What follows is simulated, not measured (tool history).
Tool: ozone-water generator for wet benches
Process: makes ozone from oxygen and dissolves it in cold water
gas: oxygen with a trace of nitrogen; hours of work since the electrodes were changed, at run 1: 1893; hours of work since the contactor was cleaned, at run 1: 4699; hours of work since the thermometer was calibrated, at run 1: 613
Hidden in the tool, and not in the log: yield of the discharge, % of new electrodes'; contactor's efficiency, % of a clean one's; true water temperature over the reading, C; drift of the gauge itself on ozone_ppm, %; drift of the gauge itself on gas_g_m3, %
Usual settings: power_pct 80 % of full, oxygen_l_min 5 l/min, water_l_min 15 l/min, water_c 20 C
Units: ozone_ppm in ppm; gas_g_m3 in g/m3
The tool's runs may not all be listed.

run,day,power_pct,oxygen_l_min,water_l_min,water_c,hours of work since the electrodes were changed,hours of work since the contactor was cleaned,hours of work since the thermometer was calibrated,ozone_ppm,gas_g_m3
1,0,80,5,15,20,1893,4699,613,35.8,280.4
2,2.079,80,5,15,20,1932,4738,652,35.8,279
3,4.058,80,5,15,20,1970,4776,690,35.6,275.8
4,6.662,80,5,15,20,2019,4825,739,34.9,277.6
5,9.35,80,5,15,20,2070,4876,790,35.4,278.8
6,12.5,80,5,15,20,2130,4936,850,35.3,279.7
7,16.492,80,5,15,20,2206,5012,926,35.4,280
8,19.375,80,5,15,20,2261,5067,981,35.7,279.1
9,21.625,80,5,15,20,2304,5110,1024,35.2,277.3
10,24.854,80,5,24,20,2365,5171,1085,24.3,278.7
11,27.829,51,5,15,20,2421,5227,1141,27.8,218.5
12,31.633,51,5,15,20,2494,5300,1214,27.9,218.6
13,33.808,51,5,15,20,2535,5341,1255,27.7,220
14,36.45,51,5,15,20,2585,5391,1305,27.7,219
15,40.104,51,5,15,20,2655,5461,1375,28.2,219.4
16,42.533,80,5,19,20,2701,5507,1421,29.3,277.9
17,46.742,91,5,19,25,2781,5587,1501,29.3,296.9
18,49.496,49,3.2,22,18,2833,5639,1553,19.7,273.9
19,54.125,49,3.2,22,18,2921,5727,1641,19.7,272.5
20,56.562,80,2.87,15,22,2967,5773,1687,34.2,368.2
21,60.579,80,2.87,15,22,3044,5850,1764,34.1,370.1
22,64.033,80,7.61,15,25,3109,5915,1829,30.9,223.5
# day 68.608: contactor cleaned
23,68.738,95,5,15,26,3195,2,1915,34.8,306.5
24,72.433,80,5,10,20,3266,73,1986,45.5,276.4
25,76.667,80,5,21,20,3346,153,2066,27,278.9
26,79.483,80,2.92,21,27,3399,207,2119,23.8,366.5
27,82.442,80,2.92,21,27,3456,263,2176,23.8,366.6
28,85.996,63,2.78,16,21,3523,330,2243,29.1,328.9
29,90.271,63,2.78,16,21,3604,411,2324,28.8,332.7
30,93.104,55,5,15,27,3658,465,2378,25.7,228.7
31,97.433,55,5,10,27,3740,548,2460,33.1,226.2
32,101.171,87,5,12,20,3811,619,2531,43.3,288.8

5 ways to go on from here, each from the tool as it stands after run 32. What would each give?
A,105.517,69,4.12,12,20,3894,701,2614,?,?
B,105.517,80,8.78,18,15,3894,701,2614,?,?
C,105.517,87,7.53,15,27,3894,701,2614,?,?
D,105.517,48,5,15,20,3894,701,2614,?,?
E,105.517,77,5,12,20,3894,701,2614,?,?

run,ozone_ppm,gas_g_m3
A,38.8,286.1
B,32.5,206.8
C,30.8,233.9
D,27.2,214.9
E,40.3,271.2
Without the tool's hidden state the same runs would have given:
run,ozone_ppm,gas_g_m3
A,38.9,286.5
B,32.6,207.1
C,30.8,234.3
D,27.2,215.2
E,40.3,271.6
